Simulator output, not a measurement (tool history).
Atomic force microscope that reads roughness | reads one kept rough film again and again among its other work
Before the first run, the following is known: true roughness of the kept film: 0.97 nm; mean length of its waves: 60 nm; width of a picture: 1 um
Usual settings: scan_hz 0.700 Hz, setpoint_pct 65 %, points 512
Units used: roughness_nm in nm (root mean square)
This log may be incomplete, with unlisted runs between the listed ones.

| run | day | scan_hz | setpoint_pct | points | roughness_nm |
|---|---|---|---|---|---|
| 1 | 0.000 | 0.700 | 65 | 512 | 0.942 |
| 2 | 1.267 | 0.700 | 65 | 512 | 0.939 |
| 3 | 1.908 | 0.700 | 65 | 512 | 0.940 |
| 4 | 2.850 | 0.700 | 65 | 512 | 0.935 |
| 5 | 3.946 | 0.700 | 65 | 512 | 0.920 |
| 6 | 4.588 | 0.700 | 65 | 512 | 0.918 |
|  | 5.475 | new tip fitted |
| 7 | 5.642 | 0.700 | 65 | 512 | 0.947 |
| 8 | 6.325 | 0.700 | 65 | 675 | 0.942 |
| 9 | 7.500 | 0.700 | 65 | 675 | 0.934 |
| 10 | 8.929 | 0.700 | 65 | 675 | 0.928 |
| 11 | 9.679 | 0.700 | 65 | 675 | 0.923 |
| 12 | 10.638 | 0.700 | 78 | 512 | 0.899 |
|  | 10.742 | height scale calibrated on a step standard |
|  | 11.062 | new tip fitted |
| 13 | 11.438 | 2.652 | 86 | 491 | 0.800 |
| 14 | 12.358 | 0.700 | 65 | 388 | 0.945 |
|  | 13.275 | height scale calibrated on a step standard, once more |
| 15 | 13.467 | 0.700 | 71 | 513 | 0.920 |
| 16 | 14.604 | 0.700 | 75 | 513 | 0.908 |
| 17 | 15.529 | 3.794 | 90 | 428 | 0.691 |
|  | 16.662 | new tip fitted |
| 18 | 16.662 | 3.794 | 90 | 428 | 0.713 |
| 19 | 17.288 | 0.596 | 72 | 367 | 0.932 |
| 20 | 18.204 | 0.596 | 72 | 367 | 0.931 |
| 21 | 19.375 | 2.938 | 58 | 317 | 0.899 |
| 22 | 20.821 | 0.700 | 64 | 480 | 0.915 |
| 23 | 21.508 | 0.700 | 64 | 480 | 0.914 |

Alternative continuations, all from the tool just after run 23; predict every row:
|  | 22.175 | new tip fitted |
| A | 22.679 | 0.542 | 64 | 904 | ? |
|  | 22.175 | new tip fitted |
| B | 22.679 | 0.837 | 61 | 751 | ? |
|  | 22.175 | new tip fitted |
| C | 22.679 | 3.266 | 67 | 721 | ? |

| run | roughness_nm |
|---|---|
| A | 0.945 |
| B | 0.946 |
| C | 0.883 |
Without the tool's unlogged condition, the same runs would have read:
| run | roughness_nm |
|---|---|
| A | 0.947 |
| B | 0.948 |
| C | 0.884 |
